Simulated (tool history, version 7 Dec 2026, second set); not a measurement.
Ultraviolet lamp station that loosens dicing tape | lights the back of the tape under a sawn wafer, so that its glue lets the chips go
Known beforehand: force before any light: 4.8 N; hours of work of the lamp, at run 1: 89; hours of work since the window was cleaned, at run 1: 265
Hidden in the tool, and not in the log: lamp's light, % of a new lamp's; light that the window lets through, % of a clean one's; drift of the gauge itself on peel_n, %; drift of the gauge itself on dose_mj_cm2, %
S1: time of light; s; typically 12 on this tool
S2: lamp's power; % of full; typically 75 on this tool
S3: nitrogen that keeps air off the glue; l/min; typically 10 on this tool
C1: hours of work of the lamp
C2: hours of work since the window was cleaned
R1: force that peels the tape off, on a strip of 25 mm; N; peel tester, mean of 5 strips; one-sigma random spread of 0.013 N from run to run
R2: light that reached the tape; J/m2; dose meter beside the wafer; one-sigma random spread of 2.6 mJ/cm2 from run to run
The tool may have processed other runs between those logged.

run   hour  S1  S2  S3   C1   C2     R1    R2
  1      0  12  75  10   89  265  0.783  2900
  2   11.3  12  75  10   94  271  0.764  2900
  3   20.8  12  75  10   99  276  0.783  2970
  4   32.2  12  75  10  105  282  0.755  2920
  5   40.8  12  75  15  109  286  0.639  2830
      49.2  -- window cleaned of glue's vapour
  6   52.5  12  75  15  115    2  0.716  2670
  7     66  12  75  10  122    9  0.885  2680
  8   74.4  12  94  10  126   13  0.611  3270
  9   84.8  12  94  10  131   18  0.628  3320
 10   97.1  12  75  10  138   24  0.904  2620
 11  105.1  12  75  10  142   29  0.895  2600
       117  -- window cleaned of glue's vapour, once more
 12    117  12  75  10  148    0  0.656  3210
 13  130.5  12  75  10  155    7  0.703  3180
 14  139.2  12  97  10  159   11   0.48  4030
 15  150.8  12  97  10  165   17  0.458  4060
 16  158.5  12  75  10  169   21  0.691  3120
 17  172.6  17  90   5  176   28  0.479  5250
 18  180.7  17  90   5  180   32  0.448  5260
 19    196  22  70  16  188   40  0.276  5230
 20  209.5  12  70  16  195   47  0.574  2910
 21  220.6  12  70  16  200   53  0.621  2880
 22  231.6  11  75  16  206   58  0.645  2830
 23  243.3   9  75   6  212   64  1.422  2260
 24  258.7  12  62  10  220   72  0.982  2500
 25  268.3  19  81  14  225   77  0.288  5100
 26  276.6  18  87  14  229   81  0.283  5230
 27  284.8  21  75  10  233   86  0.325  5310
 28    292  24  75   7  237   89   0.33  6010
 29  300.1  15  61  13  241   93  0.599  3030
 30  307.2  12  75  13  245   97  0.645  2990
 31  320.9  12  75  13  252  104  0.639  2940
 32  331.4  20  62  10  257  109  0.439  4050

Here are 3 independent what-if runs from the current tool condition. What would each one return?
  A   342  14  62   4  262  115   ?   ?
  B   342   7  62   4  262  115   ?   ?
  C   342   8  80  10  262  115   ?   ?

run     R1    R2
  A  1.373  2820
  B  2.452  1460
  C  1.185  2060
Take away the tool's hidden state, keep each run's random variation, and the runs would have read:
run     R1    R2
  A  1.171  3210
  B  2.245  1660
  C      1  2350
